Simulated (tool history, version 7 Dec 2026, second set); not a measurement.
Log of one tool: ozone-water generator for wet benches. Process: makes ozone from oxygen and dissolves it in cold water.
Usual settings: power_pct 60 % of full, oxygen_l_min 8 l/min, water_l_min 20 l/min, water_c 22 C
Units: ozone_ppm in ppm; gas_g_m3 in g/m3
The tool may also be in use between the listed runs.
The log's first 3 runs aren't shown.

| run | hour | power_pct | oxygen_l_min | water_l_min | water_c | ozone_ppm | gas_g_m3 |
|---|---|---|---|---|---|---|---|
| 4 | 66.2 | 60 | 8 | 20 | 22 | 26.1 | 193.7 |
| 5 | 80.4 | 60 | 8 | 20 | 22 | 25.7 | 194.1 |
| 6 | 101.9 | 60 | 8 | 20 | 22 | 25.7 | 194.6 |
| 7 | 130.4 | 100 | 8 | 20 | 22 | 35.6 | 268.4 |
| 8 | 159.4 | 100 | 8 | 20 | 22 | 35.8 | 266.8 |
| 9 | 180.9 | 100 | 8 | 20 | 22 | 35.6 | 270.9 |
| 10 | 203.0 | 60 | 8 | 20 | 22 | 25.5 | 194.1 |
| 11 | 219.7 | 60 | 8 | 20 | 22 | 25.9 | 191.0 |
| 12 | 245.6 | 60 | 8 | 20 | 15 | 29.2 | 196.7 |
| 13 | 270.7 | 60 | 8 | 20 | 15 | 28.8 | 192.0 |
| 14 | 299.5 | 60 | 8 | 20 | 15 | 29.0 | 192.5 |
| 15 | 317.3 | 60 | 8 | 20 | 15 | 28.6 | 191.4 |
| 16 | 344.8 | 60 | 8 | 20 | 15 | 29.0 | 192.0 |
| 17 | 375.9 | 99 | 8 | 20 | 22 | 34.8 | 260.8 |
| 18 | 392.7 | 99 | 8 | 20 | 22 | 34.8 | 260.3 |
|  | 399.5 | contactor cleaned |
| 19 | 416.8 | 99 | 8 | 20 | 22 | 33.8 | 264.6 |
| 20 | 448.8 | 80 | 8 | 20 | 28 | 26.5 | 229.3 |

The next listed run, before its measurement:
|  | 459.7 | contactor cleaned, once more |
| 21 | 475.2 | 80 | 8 | 20 | 28 | ? | ? |

{"run 21": {"ozone_ppm": 28.0, "gas_g_m3": 229.5}}
Without the tool's hidden state the same run would have given ozone_ppm 30.0 ppm, gas_g_m3 243.2 g/m3.

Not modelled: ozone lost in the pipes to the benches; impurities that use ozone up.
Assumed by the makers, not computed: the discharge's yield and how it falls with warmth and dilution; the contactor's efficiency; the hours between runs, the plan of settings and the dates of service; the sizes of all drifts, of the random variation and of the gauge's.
